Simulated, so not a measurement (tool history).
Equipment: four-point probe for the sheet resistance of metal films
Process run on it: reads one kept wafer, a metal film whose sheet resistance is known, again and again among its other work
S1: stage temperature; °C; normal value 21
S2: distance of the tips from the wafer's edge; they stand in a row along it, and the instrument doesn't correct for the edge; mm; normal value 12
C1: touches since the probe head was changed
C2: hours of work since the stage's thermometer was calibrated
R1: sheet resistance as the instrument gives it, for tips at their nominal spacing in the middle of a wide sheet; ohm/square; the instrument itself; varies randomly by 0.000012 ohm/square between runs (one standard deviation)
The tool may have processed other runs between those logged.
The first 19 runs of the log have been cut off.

run 20 hour=208.2 | S1=21 S2=12 | C1=12229 C2=1999 | R1=0.06146
run 21 hour=220.1 | S1=21 S2=63 | C1=12436 C2=2008 | R1=0.061372
run 22 hour=233.3 | S1=21 S2=63 | C1=12668 C2=2018 | R1=0.061368
run 23 hour=248.1 | S1=27 S2=8 | C1=12927 C2=2029 | R1=0.061381
run 24 hour=256.8 | S1=27 S2=8 | C1=13078 C2=2036 | R1=0.06139
run 25 hour=268 | S1=27 S2=8 | C1=13276 C2=2044 | R1=0.061389
run 26 hour=278.7 | S1=19 S2=8 | C1=13462 C2=2052 | R1=0.06165
run 27 hour=290.8 | S1=21 S2=6 | C1=13675 C2=2062 | R1=0.061737
run 28 hour=300.6 | S1=33 S2=12 | C1=13846 C2=2069 | R1=0.061068
run 29 hour=310 | S1=33 S2=12 | C1=14011 C2=2076 | R1=0.061062
run 30 hour=320.2 | S1=26 S2=3 | C1=14190 C2=2084 | R1=0.062661
run 31 hour=332 | S1=26 S2=3 | C1=14396 C2=2093 | R1=0.062667
run 32 hour=341 | S1=26 S2=4 | C1=14553 C2=2100 | R1=0.062014
run 33 hour=356.6 | S1=28 S2=53 | C1=14826 C2=2112 | R1=0.061146
run 34 hour=371.2 | S1=19 S2=14 | C1=15082 C2=2123 | R1=0.061511
run 35 hour=378.4 | S1=24 S2=12 | C1=15208 C2=2129 | R1=0.061362

For run 36, what comes out?
run 36 hour=394 | S1=24 S2=12 | C1=15481 C2=2141 | R1=?

For run 36 the tool returned R1 0.061366 ohm/square.
With no hidden state in the tool, this same run would have given R1 0.061362 ohm/square.
